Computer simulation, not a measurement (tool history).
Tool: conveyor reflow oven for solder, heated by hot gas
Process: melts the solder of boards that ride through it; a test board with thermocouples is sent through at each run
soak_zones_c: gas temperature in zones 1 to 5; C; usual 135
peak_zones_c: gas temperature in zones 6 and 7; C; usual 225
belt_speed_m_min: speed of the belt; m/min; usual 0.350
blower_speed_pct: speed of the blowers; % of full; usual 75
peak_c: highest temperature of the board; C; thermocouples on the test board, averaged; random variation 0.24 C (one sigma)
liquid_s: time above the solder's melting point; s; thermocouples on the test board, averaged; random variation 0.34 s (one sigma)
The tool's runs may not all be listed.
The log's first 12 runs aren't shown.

run,day,soak_zones_c,peak_zones_c,belt_speed_m_min,blower_speed_pct,peak_c,liquid_s
13,7.421,135,214,0.350,76,199.1,51.1
14,7.867,135,225,0.350,75,208.1,65.0
15,8.542,135,225,0.350,75,207.7,64.9
16,8.950,135,225,0.350,75,207.7,64.6
17,9.462,147,225,0.350,53,203.6,60.8
18,9.946,147,225,0.350,53,203.6,60.5
19,10.358,145,231,0.383,75,212.1,67.4
20,11.154,135,219,0.330,75,204.0,63.4
21,12.067,124,216,0.350,75,197.5,42.9
22,12.721,131,225,0.304,75,210.5,78.7
23,13.308,131,225,0.304,75,210.7,78.4
# day 14.167: flux residue cleaned out of gas plates and filters
24,14.238,120,240,0.368,53,207.1,51.3
25,14.729,128,225,0.346,75,207.5,63.7
26,15.279,128,225,0.346,75,207.5,63.0
27,16.154,135,235,0.350,85,219.5,79.6
28,16.750,135,235,0.350,85,219.0,79.3
29,17.575,135,235,0.350,85,219.4,79.2
30,18.079,135,235,0.350,85,219.4,78.2
31,18.721,135,235,0.350,85,218.8,78.6

3 ways to go on from here, each from the tool as it stands after run 31. What would each give?
A,19.196,135,213,0.350,75,?,?
B,19.196,135,237,0.385,64,?,?
C,19.196,135,235,0.350,86,?,?

run,peak_c,liquid_s
A,197.3,48.1
B,210.7,60.1
C,219.2,79.0
Without the tool's hidden state the same runs would have given:
run,peak_c,liquid_s
A,198.9,51.2
B,212.5,61.7
C,221.1,80.1
